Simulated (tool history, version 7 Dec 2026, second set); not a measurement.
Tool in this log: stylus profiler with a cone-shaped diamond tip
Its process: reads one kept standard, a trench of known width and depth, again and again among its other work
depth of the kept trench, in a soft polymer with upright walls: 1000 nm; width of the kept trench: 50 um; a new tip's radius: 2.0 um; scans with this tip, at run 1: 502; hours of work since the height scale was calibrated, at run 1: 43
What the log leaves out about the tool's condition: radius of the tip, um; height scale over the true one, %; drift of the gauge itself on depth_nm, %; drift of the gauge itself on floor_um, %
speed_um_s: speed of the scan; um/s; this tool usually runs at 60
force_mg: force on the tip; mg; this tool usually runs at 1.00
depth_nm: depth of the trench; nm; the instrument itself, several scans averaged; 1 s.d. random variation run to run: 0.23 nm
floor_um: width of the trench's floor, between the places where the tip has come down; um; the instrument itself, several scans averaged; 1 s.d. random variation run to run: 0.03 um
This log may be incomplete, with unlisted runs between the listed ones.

run	hour	speed_um_s	force_mg	scans with this tip	hours of work since the height scale was calibrated	depth_nm	floor_um
1	0.0	60	1.00	502	43	1008.62	46.07
2	14.4	60	1.00	607	51	1009.01	46.09
3	25.5	60	1.00	689	58	1009.25	46.06
4	38.1	60	0.44	781	66	1005.48	45.75
5	56.8	60	0.44	917	78	1004.89	45.76
6	70.5	60	0.87	1018	86	1007.84	45.92
7	91.5	60	0.87	1171	99	1007.84	45.88
8	110.3	60	1.00	1309	111	1008.77	45.91
9	131.2	60	2.53	1462	124	1016.87	46.08
10	147.8	60	1.00	1584	134	1009.07	45.92
11	170.8	60	1.00	1751	148	1009.09	45.83
12	181.6	60	1.00	1830	155	1009.24	45.92
13	203.5	60	1.00	1991	169	1009.34	45.82
# hour 205.0: height scale calibrated on a step standard
14	215.7	27	0.51	2076	7	1006.42	45.99
15	236.7	36	0.34	2230	20	1004.61	45.82
# hour 253.4: height scale calibrated on a step standard, once more
16	260.4	36	0.34	2400	4	1004.00	45.80
17	284.1	101	1.77	2573	19	1012.76	45.67
18	302.9	91	0.56	2711	31	1005.82	45.24
19	315.5	26	2.27	2803	39	1015.09	46.06
20	327.9	25	1.24	2894	46	1009.85	45.97
21	349.1	25	1.24	3049	59	1010.20	46.00

Forecast each of these 4 alternatives for the next run:
A	363.4	37	1.36	3154	68	?	?
B	363.4	23	2.34	3154	68	?	?
C	363.4	25	1.89	3154	68	?	?
D	363.4	22	2.55	3154	68	?	?

run	depth_nm	floor_um
A	1010.78	45.86
B	1015.73	45.99
C	1013.58	46.02
D	1016.45	46.00
With the hidden condition removed and each run's random variation left untouched, the same runs would have given:
run	depth_nm	floor_um
A	1010.56	46.28
B	1015.51	46.41
C	1013.36	46.45
D	1016.23	46.42
